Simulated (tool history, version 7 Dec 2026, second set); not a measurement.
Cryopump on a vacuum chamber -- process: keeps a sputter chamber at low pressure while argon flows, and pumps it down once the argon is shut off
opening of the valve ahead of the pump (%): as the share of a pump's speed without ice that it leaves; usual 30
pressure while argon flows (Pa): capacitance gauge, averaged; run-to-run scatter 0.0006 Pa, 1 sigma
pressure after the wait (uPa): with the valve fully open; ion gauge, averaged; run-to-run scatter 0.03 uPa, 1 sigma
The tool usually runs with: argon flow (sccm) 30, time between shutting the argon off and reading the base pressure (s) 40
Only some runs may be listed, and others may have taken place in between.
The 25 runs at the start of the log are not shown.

run,hour,argon flow (sccm),time between shutting the argon off and reading the base pressure (s),opening of the valve ahead of the pump (%),hours of work since the pump was warmed up and emptied,hours of work since the cold head was overhauled,hours of work since the chamber's fittings were tightened,pressure while argon flows (Pa),pressure after the wait (uPa)
26,288.3,18,40,36,300,300,646,0.0437,1.67
27,302.5,18,108,21,311,311,657,0.0736,0.85
28,316.5,18,108,21,322,322,667,0.0741,0.89
29,328.4,18,35,38,330,330,676,0.0411,2
30,338.2,18,35,38,338,338,684,0.0411,1.96
31,352.6,48,90,30,348,348,694,0.1383,0.99
32,369,14,119,53,361,361,706,0.0234,0.86
33,376,30,45,30,366,366,712,0.0857,1.58
34,385.8,28,273,20,373,373,719,0.1199,0.64
35,394.3,54,157,30,380,380,725,0.1552,0.76

Here are 3 independent what-if runs from the current tool condition. What would each one return?
A,405.2,30,119,17,388,388,733,?,?
B,405.2,16,247,30,388,388,733,?,?
C,405.2,37,157,57,388,388,733,?,?

run,pressure while argon flows (Pa),pressure after the wait (uPa)
A,0.151,0.87
B,0.0471,0.65
C,0.0569,0.79
What these runs would have given with no unlogged condition in the tool:
run,pressure while argon flows (Pa),pressure after the wait (uPa)
A,0.1483,0.57
B,0.0456,0.36
C,0.0536,0.5
